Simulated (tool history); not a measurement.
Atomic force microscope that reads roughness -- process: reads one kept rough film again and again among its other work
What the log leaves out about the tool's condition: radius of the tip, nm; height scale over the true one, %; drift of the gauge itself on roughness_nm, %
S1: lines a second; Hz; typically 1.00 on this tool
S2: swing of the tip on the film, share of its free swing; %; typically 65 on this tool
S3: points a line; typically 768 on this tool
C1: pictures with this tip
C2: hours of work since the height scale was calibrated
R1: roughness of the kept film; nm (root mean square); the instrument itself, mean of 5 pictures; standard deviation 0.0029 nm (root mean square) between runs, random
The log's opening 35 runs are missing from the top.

run	hour	S1	S2	S3	C1	C2	R1
36	439.9	0.77	65	352	157	400	0.803
37	451.9	1.00	65	937	167	406	0.805
# hour 454.0: height scale calibrated on a step standard
38	461.4	1.00	61	315	175	3	0.796
# hour 462.7: new tip fitted
39	469.7	1.00	61	315	6	7	0.820
40	477.3	1.00	61	315	12	10	0.825
41	485.1	1.00	90	914	19	13	0.779
42	494.9	1.42	58	914	28	18	0.821
# hour 500.9: height scale calibrated on a step standard, once more
43	508.0	1.42	58	914	38	3	0.828
44	521.1	2.89	62	515	50	9	0.797
45	535.8	2.89	62	515	63	15	0.801
46	551.4	2.89	62	515	76	22	0.795
47	561.3	1.20	87	257	85	26	0.765
48	572.4	1.20	87	257	95	31	0.763
49	580.8	1.11	87	257	102	35	0.765
50	595.6	1.11	87	257	115	41	0.770
51	608.6	2.46	56	333	127	47	0.803
52	616.1	1.00	65	768	133	50	0.813

What if the next run were any one of these 5? Each begins from the tool's condition after run 52:
A	623.3	0.67	61	383	140	54	?
B	623.3	1.00	65	350	140	54	?
C	623.3	1.76	80	768	140	54	?
D	623.3	0.88	84	431	140	54	?
E	623.3	1.00	57	768	140	54	?

run	R1
A	0.814
B	0.810
C	0.759
D	0.785
E	0.817
Without the tool's hidden state the same runs would have given:
run	R1
A	0.835
B	0.831
C	0.779
D	0.805
E	0.838

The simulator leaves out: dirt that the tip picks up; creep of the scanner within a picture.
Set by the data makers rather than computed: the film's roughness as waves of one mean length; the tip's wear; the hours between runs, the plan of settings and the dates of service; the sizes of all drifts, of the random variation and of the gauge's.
